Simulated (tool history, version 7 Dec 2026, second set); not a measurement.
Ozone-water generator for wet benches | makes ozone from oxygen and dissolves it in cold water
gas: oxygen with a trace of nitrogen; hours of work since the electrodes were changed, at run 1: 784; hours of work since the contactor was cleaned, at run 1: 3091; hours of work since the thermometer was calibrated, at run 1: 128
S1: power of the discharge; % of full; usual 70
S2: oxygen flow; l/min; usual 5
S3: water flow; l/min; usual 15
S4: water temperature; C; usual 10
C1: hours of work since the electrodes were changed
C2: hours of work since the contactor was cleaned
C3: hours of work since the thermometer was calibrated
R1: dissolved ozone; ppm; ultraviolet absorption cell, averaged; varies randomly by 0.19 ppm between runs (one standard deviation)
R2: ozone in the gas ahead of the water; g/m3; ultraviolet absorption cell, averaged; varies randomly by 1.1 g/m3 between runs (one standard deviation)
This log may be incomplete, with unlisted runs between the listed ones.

run,hour,S1,S2,S3,S4,C1,C2,C3,R1,R2
1,0,70,5,15,10,784,3091,128,24.6,194.3
2,26,70,5,15,10,804,3111,149,24.7,193.2
3,64.9,70,5,15,10,835,3141,179,24.5,196.3
4,111.2,70,5.4,15,10,870,3177,215,24.9,188.8
5,142.7,70,5.4,15,10,895,3202,239,24.9,192.5
6,162.9,43,5,15,10,911,3217,255,16.9,132.1
7,185.2,70,5,15,14,928,3235,272,23,197
8,209.2,70,5,15,14,946,3253,291,23,193.4
9,229.2,70,5,12,14,962,3269,306,26.5,196.3
10,264.5,55,5,12,14,989,3296,334,22.1,162
# hour 268.8: water thermometer calibrated
11,312.1,55,5,12,14,1026,3333,34,22.2,159.6
12,355.5,46,5,15,10,1059,3366,67,17.5,140.9
13,397,70,7.04,15,10,1092,3399,99,26,174.6
14,440.1,49,4.48,12,5,1125,3432,133,22.5,152.5
15,475.6,80,8.92,10,13,1153,3460,160,34.5,183.4
# hour 503.4: water thermometer calibrated, once more
16,514.5,80,3.28,14,8,1182,3489,9,25.8,245.8
17,546.9,77,2.86,14,8,1208,3514,34,23.6,249
18,580.1,86,2.86,13,15,1233,3540,59,25.3,271.9
19,612.8,70,4.76,15,12,1259,3566,85,23.4,196.9
20,658.7,70,4.76,15,12,1294,3601,120,23.2,195.5
21,688.3,70,4.76,15,6,1317,3624,143,25.4,198
22,722.5,70,3.82,19,13,1344,3651,170,18,212.8
23,752.3,70,3.03,17,9,1367,3674,193,18.8,226.3
24,789.2,70,3.03,17,9,1395,3702,222,18.9,225.6
25,816.1,70,3.03,17,9,1416,3723,242,18.7,224

Here are 5 independent what-if runs from the current tool condition. What would each one return?
A,842.4,70,7.21,14,17,1437,3744,263,?,?
B,842.4,67,5,19,10,1437,3744,263,?,?
C,842.4,70,3.03,23,9,1437,3744,263,?,?
D,842.4,70,5,15,9,1437,3744,263,?,?
E,842.4,78,3.72,15,7,1437,3744,263,?,?

run,R1,R2
A,23.3,172.1
B,19.4,185.7
C,14.3,224.2
D,24.2,193.2
E,25,230.7
Without the tool's hidden state the same runs would have given:
run,R1,R2
A,25.4,177.6
B,21.2,191.4
C,15.7,231.4
D,26.4,199.3
E,27.3,238.7
